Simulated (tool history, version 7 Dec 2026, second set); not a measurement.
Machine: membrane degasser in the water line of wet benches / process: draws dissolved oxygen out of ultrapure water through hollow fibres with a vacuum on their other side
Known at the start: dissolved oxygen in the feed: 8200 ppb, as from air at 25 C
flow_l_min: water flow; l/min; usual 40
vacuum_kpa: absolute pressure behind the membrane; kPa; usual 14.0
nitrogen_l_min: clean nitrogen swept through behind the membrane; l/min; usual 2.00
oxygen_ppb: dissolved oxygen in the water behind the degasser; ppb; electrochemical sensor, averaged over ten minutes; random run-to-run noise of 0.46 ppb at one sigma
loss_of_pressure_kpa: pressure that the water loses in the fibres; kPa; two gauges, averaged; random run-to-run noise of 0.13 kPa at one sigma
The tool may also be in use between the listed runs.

run,hour,flow_l_min,vacuum_kpa,nitrogen_l_min,oxygen_ppb,loss_of_pressure_kpa
1,0.0,40,14.0,2.00,470.7,36.25
2,28.8,40,14.0,2.00,470.9,36.30
3,55.8,40,14.0,2.00,470.7,36.22
4,79.1,40,14.0,2.00,470.3,36.21
5,111.4,40,14.0,2.00,470.8,36.12
6,131.1,40,14.0,2.00,470.2,36.26
7,163.6,40,14.0,2.00,471.1,36.33
8,209.2,40,14.0,5.60,193.8,35.92
9,251.1,40,14.0,5.60,193.8,36.40
10,284.7,40,14.0,5.60,193.6,36.45
11,317.1,40,14.0,2.00,471.0,36.02
12,350.2,40,14.0,2.00,472.1,36.49
13,373.5,40,14.0,2.00,471.4,36.03
# hour 378.2: vacuum gauge calibrated
14,404.0,40,14.0,2.00,472.1,36.30
15,444.5,40,14.0,2.00,472.5,36.31
# hour 486.4: vacuum gauge calibrated, once more
16,488.6,40,14.0,3.08,326.0,36.54
17,532.6,40,14.0,3.08,325.8,36.43
18,554.4,40,14.0,3.08,325.5,36.46
19,593.9,40,14.0,3.08,325.4,36.42
20,617.6,64,14.0,4.89,353.5,58.27
21,651.0,64,14.0,4.89,353.7,58.37
22,692.8,64,14.0,4.89,353.9,58.02
23,718.7,54,14.0,5.32,276.5,49.15
24,752.3,56,17.6,5.31,370.6,50.68
25,785.6,56,25.4,2.38,1042.0,50.97
26,809.8,56,25.4,2.38,1041.5,50.70
27,846.8,26,14.0,1.20,495.2,23.50

What will run 28 give?
28,873.5,37,10.3,1.57,?,?

oxygen_ppb: 362.3 ppb
loss_of_pressure_kpa: 33.78 kPa
With the hidden condition absent and the run-to-run variation left alone, this run would have shown oxygen_ppb 359.7 ppb, loss_of_pressure_kpa 33.51 kPa.

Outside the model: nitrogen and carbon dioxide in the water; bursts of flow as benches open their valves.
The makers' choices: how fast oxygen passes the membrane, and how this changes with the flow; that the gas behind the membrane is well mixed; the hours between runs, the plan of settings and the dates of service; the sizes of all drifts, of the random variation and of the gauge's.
